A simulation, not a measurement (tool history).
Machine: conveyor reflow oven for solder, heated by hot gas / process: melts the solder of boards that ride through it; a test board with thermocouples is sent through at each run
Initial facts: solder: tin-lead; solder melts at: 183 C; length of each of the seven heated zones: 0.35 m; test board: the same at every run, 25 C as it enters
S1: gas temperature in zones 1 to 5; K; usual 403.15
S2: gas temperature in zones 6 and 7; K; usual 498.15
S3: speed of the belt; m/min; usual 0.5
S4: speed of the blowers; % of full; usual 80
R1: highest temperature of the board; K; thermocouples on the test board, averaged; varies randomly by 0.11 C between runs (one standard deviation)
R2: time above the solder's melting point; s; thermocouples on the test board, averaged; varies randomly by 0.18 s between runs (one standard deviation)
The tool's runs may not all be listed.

run   hour      S1      S2     S3  S4      R1    R2
  1      0  403.15  498.15    0.5  80  480.45  49.8
  2   29.2  393.15  498.15    0.5  80  478.65  44.6
  3   62.9  403.15  498.15  0.515  80  479.45    47
     108.9  -- flux residue cleaned out of gas plates and filters
  4  114.6  400.15  498.15    0.5  80  479.85  48.1
  5  153.9  403.15  498.15    0.5  57  475.75  42.5
  6  175.3  403.15  498.15    0.5  80  480.25  50.1
  7  197.5  391.15  498.15    0.5  80  478.25  43.6
  8  244.9  393.15  498.15    0.5  80  478.35  44.2
  9  281.7  403.15  498.15    0.5  80  480.55  49.7
 10  318.3  403.15  498.15    0.5  80  480.25  49.8
 11  353.8  403.15  498.15    0.5  80  480.25    50
 12  379.5  403.15  498.15  0.562  80  476.55    39
 13  406.7  403.15  498.15  0.562  80  476.55  38.9
 14  431.5  403.15  498.15    0.5  80  480.35  49.8
     465.5  -- flux residue cleaned out of gas plates and filters
 15  469.7  392.15  498.15    0.5  80  478.45  44.2
 16  519.7  403.15  498.15    0.5  80  480.25  49.6
 17  544.6  403.15  498.15    0.5  80  480.45  49.6
 18  593.1  403.15  498.15    0.5  80  480.65  50.3
 19  628.3  403.15  508.15  0.455  65  489.35  64.6
 20  677.4  412.15  490.15  0.561  82  472.45    37
 21  699.7  403.15  497.15  0.472  67  479.25    51
 22  744.4  393.15  496.15  0.482  90  479.85  48.9

What does the tool deliver on the next run?
 23  765.1  409.15  496.15  0.482  90   ?   ?

Run 23 yielded R1 482.45 K, R2 57.6 s.
With no hidden state in the tool, this same run would have given R1 482.45 K, R2 57.5 s.
